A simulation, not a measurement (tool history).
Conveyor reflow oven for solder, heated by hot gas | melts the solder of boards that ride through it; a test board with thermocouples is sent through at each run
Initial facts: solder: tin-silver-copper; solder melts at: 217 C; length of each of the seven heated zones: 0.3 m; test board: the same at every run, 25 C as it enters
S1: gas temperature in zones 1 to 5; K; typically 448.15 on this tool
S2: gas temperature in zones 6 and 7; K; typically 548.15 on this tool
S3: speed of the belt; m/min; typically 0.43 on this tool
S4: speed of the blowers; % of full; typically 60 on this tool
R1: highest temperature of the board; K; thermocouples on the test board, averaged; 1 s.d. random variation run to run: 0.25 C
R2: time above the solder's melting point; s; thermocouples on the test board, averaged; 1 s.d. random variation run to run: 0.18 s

Run 1, hour 0: usual settings. Result: R1 526.95 K, R2 63.7 s.
Run 2, hour 75.2: usual settings but S1 455.15 K. Result: R1 529.05 K, R2 68 s.
Run 3, hour 150.3: usual settings but S1 455.15 K. Result: R1 529.25 K, R2 67.4 s.
Run 4, hour 230.4: usual settings. Result: R1 527.55 K, R2 63.5 s.
Run 5, hour 286: usual settings. Result: R1 527.55 K, R2 63.4 s.
Run 6, hour 355.5: usual settings. Result: R1 527.85 K, R2 63.5 s.
At hour 372.3: flux residue cleaned out of gas plates and filters.
Run 7, hour 442.1: usual settings. Result: R1 528.25 K, R2 63.5 s.
Run 8, hour 524.2: usual settings. Result: R1 528.25 K, R2 63.8 s.
Run 9, hour 604.6: usual settings. Result: R1 527.75 K, R2 63.9 s.
Run 10, hour 665.2: usual settings. Result: R1 527.55 K, R2 63.8 s.
At hour 695.1: thermocouples of zones 6 and 7 changed.
Run 11, hour 764.6: usual settings but S2 550.15 K. Result: R1 529.35 K, R2 65 s.
Run 12, hour 837.3: usual settings. Result: R1 527.85 K, R2 63.9 s.
Run 13, hour 908.8: usual settings. Result: R1 527.85 K, R2 63.8 s.
Run 14, hour 965.3: usual settings but S4 76 % of full. Result: R1 531.45 K, R2 67.1 s.
Run 15, hour 1009.7: usual settings but S4 76 % of full. Result: R1 531.65 K, R2 67.4 s.
Run 16, hour 1058.5: usual settings but S4 76 % of full. Result: R1 531.35 K, R2 66.9 s.
Run 17, hour 1137.8: usual settings but S4 76 % of full. Result: R1 531.35 K, R2 67.3 s.
Run 18, hour 1204.5: usual settings but S4 76 % of full. Result: R1 531.55 K, R2 67 s.
At hour 1267.8: flux residue cleaned out of gas plates and filters.
Run 19, hour 1288.9: usual settings but S1 438.15 K, S4 68 % of full. Result: R1 528.35 K, R2 60.5 s.
Run 20, hour 1368.9: usual settings but S1 438.15 K, S4 68 % of full. Result: R1 528.15 K, R2 60.4 s.
Run 21, hour 1410.7: usual settings but S2 549.15 K, S3 0.358 m/min. Result: R1 534.95 K, R2 83.8 s.
Run 22, hour 1465.6: usual settings but S1 446.15 K, S4 67 % of full. Result: R1 528.95 K, R2 64.6 s.
Run 23, hour 1533.3: usual settings but S1 453.15 K, S4 53 % of full. Result: R1 526.45 K, R2 64.7 s.
Run 24, hour 1619.7: usual settings but S1 453.15 K, S4 76 % of full. Result: R1 532.25 K, R2 69.9 s.
Run 25, hour 1665.2: usual settings but S1 462.15 K, S3 0.34 m/min, S4 83 % of full. Result: R1 540.95 K, R2 99.5 s.
At hour 1722.5: belt drive overhauled, speed set with a stopwatch.
Run 26, hour 1762.4: usual settings but S1 462.15 K, S3 0.379 m/min, S4 78 % of full. Result: R1 537.45 K, R2 87.7 s.
Run 27, hour 1844.1: usual settings but S1 460.15 K, S2 538.15 K, S4 65 % of full. Result: R1 522.85 K, R2 66.2 s.
Run 28, hour 1884.3: usual settings but S1 444.15 K, S2 550.15 K, S4 75 % of full. Result: R1 533.05 K, R2 66.4 s.
Run 29, hour 1945.5: usual settings but S1 444.15 K, S2 550.15 K, S4 75 % of full. Result: R1 532.45 K, R2 66.4 s.

Each row is a separate what-if for the run after 29, all from the same tool condition, not one after another. Results?
Run A, hour 2005.2: usual settings but S1 435.15 K, S2 550.15 K, S4 55 % of full. Result: R1 ?, R2 ?.
Run B, hour 2005.2: usual settings but S1 444.15 K, S2 550.15 K, S4 52 % of full. Result: R1 ?, R2 ?.
Run C, hour 2005.2: usual settings but S1 446.15 K, S2 550.15 K, S4 75 % of full. Result: R1 ?, R2 ?.

run      R1    R2
  A  524.95  56.7
  B  526.35  60.1
  C  532.95  67.1
Without the tool's hidden state the same runs would have given:
run      R1    R2
  A  524.95  56.7
  B  526.35  60.2
  C  533.05  67.1
